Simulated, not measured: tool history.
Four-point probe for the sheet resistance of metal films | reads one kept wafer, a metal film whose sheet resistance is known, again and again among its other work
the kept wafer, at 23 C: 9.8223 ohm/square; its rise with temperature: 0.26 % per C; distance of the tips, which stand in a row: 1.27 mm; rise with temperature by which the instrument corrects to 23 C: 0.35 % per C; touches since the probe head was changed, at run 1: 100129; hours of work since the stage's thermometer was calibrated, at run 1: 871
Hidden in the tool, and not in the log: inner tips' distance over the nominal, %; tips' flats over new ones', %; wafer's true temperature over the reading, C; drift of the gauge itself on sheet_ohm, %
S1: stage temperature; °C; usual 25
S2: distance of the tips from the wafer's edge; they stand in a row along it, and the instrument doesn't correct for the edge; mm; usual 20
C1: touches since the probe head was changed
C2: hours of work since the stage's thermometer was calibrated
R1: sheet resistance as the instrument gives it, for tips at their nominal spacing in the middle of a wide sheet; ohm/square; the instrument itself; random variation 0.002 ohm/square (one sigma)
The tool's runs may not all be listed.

| run | hour | S1 | S2 | C1 | C2 | R1 |
|---|---|---|---|---|---|---|
| 1 | 0 | 25 | 20 | 100129 | 871 | 9.770093 |
| 2 | 28.2 | 25 | 56 | 101234 | 892 | 9.750038 |
| 3 | 90.2 | 31 | 20 | 103659 | 938 | 9.716858 |
| 4 | 144.6 | 19 | 20 | 105791 | 979 | 9.814119 |
| 5 | 190.8 | 19 | 20 | 107600 | 1014 | 9.814862 |
| 6 | 229 | 19 | 20 | 109092 | 1042 | 9.813132 |
| 7 | 271.4 | 19 | 20 | 110754 | 1074 | 9.806434 |
| 8 | 305.2 | 19 | 20 | 112077 | 1099 | 9.808875 |
| 9 | 356.1 | 19 | 20 | 114069 | 1137 | 9.811272 |
|  | 360.4 | new probe head fitted |
| 10 | 416 | 19 | 20 | 2178 | 1182 | 9.912972 |
| 11 | 476.3 | 19 | 20 | 4538 | 1227 | 9.911065 |
| 12 | 533.4 | 19 | 20 | 6771 | 1269 | 9.912013 |
| 13 | 583 | 19 | 20 | 8715 | 1307 | 9.914338 |
| 14 | 609.8 | 19 | 20 | 9762 | 1327 | 9.907895 |
| 15 | 641.5 | 24 | 20 | 11004 | 1350 | 9.868907 |
| 16 | 701.4 | 19 | 20 | 13348 | 1395 | 9.907852 |
| 17 | 734.5 | 19 | 20 | 14645 | 1420 | 9.906606 |
| 18 | 764.7 | 25 | 66 | 15827 | 1443 | 9.8353 |
| 19 | 810.2 | 25 | 66 | 17606 | 1477 | 9.835038 |
| 20 | 857.5 | 25 | 17 | 19459 | 1512 | 9.8615 |
| 21 | 915.9 | 25 | 17 | 21748 | 1556 | 9.862452 |
| 22 | 943.4 | 25 | 17 | 22821 | 1577 | 9.861768 |
|  | 949.7 | stage's thermometer calibrated |
| 23 | 978.7 | 22 | 14 | 24186 | 22 | 9.897131 |
| 24 | 1034.4 | 24 | 4 | 26364 | 63 | 10.336382 |
| 25 | 1070.1 | 33 | 56 | 27762 | 90 | 9.764726 |
| 26 | 1105.4 | 33 | 56 | 29145 | 117 | 9.763538 |
| 27 | 1132 | 24 | 37 | 30186 | 137 | 9.837166 |
| 28 | 1172.6 | 27 | 7 | 31775 | 167 | 9.977731 |
| 29 | 1205.9 | 27 | 38 | 33079 | 192 | 9.81063 |
| 30 | 1256.3 | 32 | 5 | 35052 | 230 | 10.087976 |
| 31 | 1298 | 32 | 5 | 36683 | 261 | 10.08692 |
| 32 | 1328.6 | 27 | 45 | 37884 | 284 | 9.802926 |
| 33 | 1367.2 | 27 | 45 | 39393 | 313 | 9.805557 |
| 34 | 1412.8 | 26 | 9 | 41178 | 347 | 9.911 |
| 35 | 1442.2 | 26 | 9 | 42332 | 369 | 9.911276 |
| 36 | 1496.3 | 26 | 9 | 44447 | 410 | 9.912736 |
| 37 | 1557.6 | 26 | 9 | 46848 | 456 | 9.90742 |
| 38 | 1613.7 | 20 | 5 | 49044 | 498 | 10.177233 |
| 39 | 1665.3 | 20 | 5 | 51062 | 536 | 10.18066 |
| 40 | 1714.7 | 19 | 20 | 52999 | 573 | 9.878611 |
| 41 | 1760.2 | 19 | 20 | 54778 | 607 | 9.87764 |
| 42 | 1786.3 | 20 | 33 | 55799 | 627 | 9.854656 |
| 43 | 1845.2 | 20 | 33 | 58106 | 671 | 9.853607 |
| 44 | 1882.1 | 20 | 33 | 59549 | 699 | 9.85145 |

4 ways to go on from here, each from the tool as it stands after run 44. What would each give?
| A | 1917.5 | 18 | 17 | 60937 | 725 | ? |
| B | 1917.5 | 23 | 19 | 60937 | 725 | ? |
| C | 1917.5 | 30 | 28 | 60937 | 725 | ? |
| D | 1917.5 | 25 | 10 | 60937 | 725 | ? |

| run | R1 |
|---|---|
| A | 9.889751 |
| B | 9.838609 |
| C | 9.769397 |
| D | 9.884353 |
Without the tool's hidden state the same runs would have given:
| run | R1 |
|---|---|
| A | 9.894809 |
| B | 9.843689 |
| C | 9.774506 |
| D | 9.889471 |
